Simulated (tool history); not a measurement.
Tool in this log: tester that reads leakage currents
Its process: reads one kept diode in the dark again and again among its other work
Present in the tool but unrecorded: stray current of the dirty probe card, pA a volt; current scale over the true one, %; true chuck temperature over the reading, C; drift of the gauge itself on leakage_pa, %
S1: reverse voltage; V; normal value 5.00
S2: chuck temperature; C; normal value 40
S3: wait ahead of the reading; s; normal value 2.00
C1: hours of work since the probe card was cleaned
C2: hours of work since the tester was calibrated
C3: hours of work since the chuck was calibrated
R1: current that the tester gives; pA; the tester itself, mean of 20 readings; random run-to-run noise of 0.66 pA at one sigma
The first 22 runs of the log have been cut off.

| run | hour | S1 | S2 | S3 | C1 | C2 | C3 | R1 |
|---|---|---|---|---|---|---|---|---|
| 23 | 1929.4 | 5.32 | 20 | 0.66 | 1799 | 251 | 982 | 55.39 |
| 24 | 1993.4 | 5.01 | 40 | 3.38 | 1849 | 301 | 1033 | 213.98 |
| 25 | 2105.4 | 5.01 | 40 | 3.38 | 1938 | 390 | 1121 | 212.50 |
| 26 | 2185.6 | 5.01 | 40 | 3.38 | 2001 | 453 | 1185 | 212.26 |
| 27 | 2254.2 | 5.00 | 40 | 1.21 | 2056 | 507 | 1239 | 212.28 |
| 28 | 2340.0 | 1.42 | 40 | 0.51 | 2123 | 575 | 1307 | 116.37 |
| 29 | 2451.5 | 1.42 | 34 | 0.51 | 2212 | 663 | 1395 | 76.06 |
| 30 | 2575.8 | 5.45 | 54 | 0.48 | 2310 | 762 | 1493 | 552.74 |
| 31 | 2652.2 | 4.17 | 40 | 0.74 | 2370 | 822 | 1553 | 192.21 |
| 32 | 2741.7 | 4.17 | 40 | 0.74 | 2441 | 893 | 1624 | 189.40 |
| 33 | 2833.6 | 4.17 | 40 | 3.50 | 2514 | 965 | 1697 | 189.45 |
| 34 | 2962.3 | 3.34 | 27 | 2.00 | 2615 | 1067 | 1798 | 67.55 |
| 35 | 3056.0 | 5.35 | 58 | 5.32 | 2689 | 1141 | 1873 | 689.67 |
| 36 | 3171.5 | 1.34 | 26 | 0.74 | 2781 | 1232 | 1964 | 39.87 |
| 37 | 3295.4 | 1.91 | 55 | 0.87 | 2879 | 1330 | 2062 | 347.83 |
| 38 | 3372.1 | 15.52 | 40 | 5.64 | 2939 | 1391 | 2122 | 350.77 |
| 39 | 3434.5 | 1.43 | 28 | 5.29 | 2989 | 1440 | 2172 | 47.04 |

Branching from run 39: 4 alternative next runs. What would each branch give?
|  | 3460.5 | probe card cleaned and baked |
| A | 3513.6 | 1.90 | 36 | 2.63 | 42 | 1501 | 2232 | ? |
|  | 3460.5 | probe card cleaned and baked |
| B | 3513.6 | 1.43 | 42 | 1.98 | 42 | 1501 | 2232 | ? |
|  | 3460.5 | probe card cleaned and baked |
| C | 3513.6 | 4.77 | 40 | 2.00 | 42 | 1501 | 2232 | ? |
|  | 3460.5 | probe card cleaned and baked |
| D | 3513.6 | 5.00 | 26 | 2.00 | 42 | 1501 | 2232 | ? |

| run | R1 |
|---|---|
| A | 91.50 |
| B | 123.60 |
| C | 186.48 |
| D | 67.81 |
Had the tool no hidden state, the same runs would have come out as:
| run | R1 |
|---|---|
| A | 105.85 |
| B | 142.18 |
| C | 214.76 |
| D | 79.02 |
